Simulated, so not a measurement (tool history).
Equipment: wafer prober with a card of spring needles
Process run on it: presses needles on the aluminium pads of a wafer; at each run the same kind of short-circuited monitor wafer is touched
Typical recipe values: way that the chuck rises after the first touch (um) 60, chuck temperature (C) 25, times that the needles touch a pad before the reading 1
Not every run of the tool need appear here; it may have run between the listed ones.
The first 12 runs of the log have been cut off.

run   hour  way that the chuck rises after the first touch (um)  chuck temperature (C)  times that the needles touch a pad before the reading  touches since the tips were cleaned  cleanings since the card got new needles  touches since the first contact's height was set  resistance of one needle with its contact and lead (mohm)  way that a needle slides on the pad (um)
     119.0  -- tips cleaned on abrasive film
 13  120.2                                                   60                     27                                                      1                                  581                                        34                                             33804                                                        240                                     9.134
 14  130.9                                                   60                     27                                                      1                                 5766                                        34                                             38989                                                        241                                     9.133
     136.4  -- tips cleaned on abrasive film
     139.0  -- gauge calibrated
 15  145.3                                                   60                     27                                                      1                                 4342                                        35                                             45990                                                        235                                     9.070
     153.6  -- tips cleaned on abrasive film
 16  157.9                                                   60                     25                                                      1                                 2091                                        36                                             52094                                                        239                                     9.076
     170.6  -- tips cleaned on abrasive film
 17  171.3                                                   60                     25                                                      1                                  342                                        37                                             58553                                                        237                                     9.073
 18  178.8                                                   60                     25                                                      1                                 4030                                        37                                             62241                                                        240                                     9.079
     188.0  -- tips cleaned on abrasive film
 19  189.9                                                   41                     35                                                      1                                  924                                        38                                             67567                                                        257                                     6.210
     191.4  -- height of the first contact set anew
 20  203.7                                                   67                     71                                                      2                                 7525                                        38                                              5987                                                        249                                    10.152
     204.9  -- tips cleaned on abrasive film
 21  216.0                                                   67                     71                                                      2                                 5423                                        39                                             11958                                                        255                                    10.180
     222.3  -- tips cleaned on abrasive film
 22  222.6                                                   67                     71                                                      2                                  142                                        40                                             15099                                                        251                                    10.180
 23  234.5                                                   42                     69                                                      1                                 5945                                        40                                             20902                                                        263                                     6.385
     239.4  -- tips cleaned on abrasive film
 24  242.7                                                   42                     55                                                      3                                 1594                                        41                                             24855                                                        256                                     6.386
 25  253.4                                                   64                     46                                                      2                                 6812                                        41                                             30073                                                        241                                     9.726
     256.0  -- tips cleaned on abrasive film
 26  265.5                                                   48                     57                                                      2                                 4648                                        42                                             35937                                                        257                                     7.311
     272.5  -- tips cleaned on abrasive film
 27  274.9                                                   78                     57                                                      2                                 1172                                        43                                             40492                                                        246                                    11.880
 28  283.1                                                   78                     57                                                      2                                 5156                                        43                                             44476                                                        239                                    11.883
     290.0  -- tips cleaned on abrasive film
 29  291.4                                                   78                     57                                                      2                                  716                                        44                                             48495                                                        247                                    11.888
 30  304.7                                                   62                    105                                                      2                                 7183                                        44                                             54962                                                        267                                     9.451
     306.5  -- tips cleaned on abrasive film
 31  314.5                                                   62                    105                                                      2                                 3916                                        45                                             59710                                                        262                                     9.462
     323.2  -- tips cleaned on abrasive film
 32  327.8                                                   47                     45                                                      1                                 2264                                        46                                             66147                                                        255                                     7.184
     332.6  -- height of the first contact set anew
 33  335.1                                                   59                     33                                                      3                                 5672                                        46                                              1219                                                        246                                     9.019
     340.0  -- tips cleaned on abrasive film
 34  347.0                                                   59                     33                                                      3                                 3389                                        47                                              6954                                                        248                                     9.019

4 options for the next run, each taken on its own from the tool as it stands now. Forecast them:
  A  356.0                                                   60                     39                                                      1                                 7814                                        47                                             11379                                                          ?                                         ?
  B  356.0                                                   72                     29                                                      2                                 7814                                        47                                             11379                                                          ?                                         ?
  C  356.0                                                   59                    111                                                      3                                 7814                                        47                                             11379                                                          ?                                         ?
  D  356.0                                                   67                     46                                                      3                                 7814                                        47                                             11379                                                          ?                                         ?

run  resistance of one needle with its contact and lead (mohm)  way that a needle slides on the pad (um)
  A                                                        244                                     9.187
  B                                                        238                                    11.028
  C                                                        264                                     9.041
  D                                                        247                                    10.251
Without the tool's hidden state the same runs would have given:
run  resistance of one needle with its contact and lead (mohm)  way that a needle slides on the pad (um)
  A                                                        244                                     9.067
  B                                                        238                                    10.883
  C                                                        264                                     8.922
  D                                                        247                                    10.116

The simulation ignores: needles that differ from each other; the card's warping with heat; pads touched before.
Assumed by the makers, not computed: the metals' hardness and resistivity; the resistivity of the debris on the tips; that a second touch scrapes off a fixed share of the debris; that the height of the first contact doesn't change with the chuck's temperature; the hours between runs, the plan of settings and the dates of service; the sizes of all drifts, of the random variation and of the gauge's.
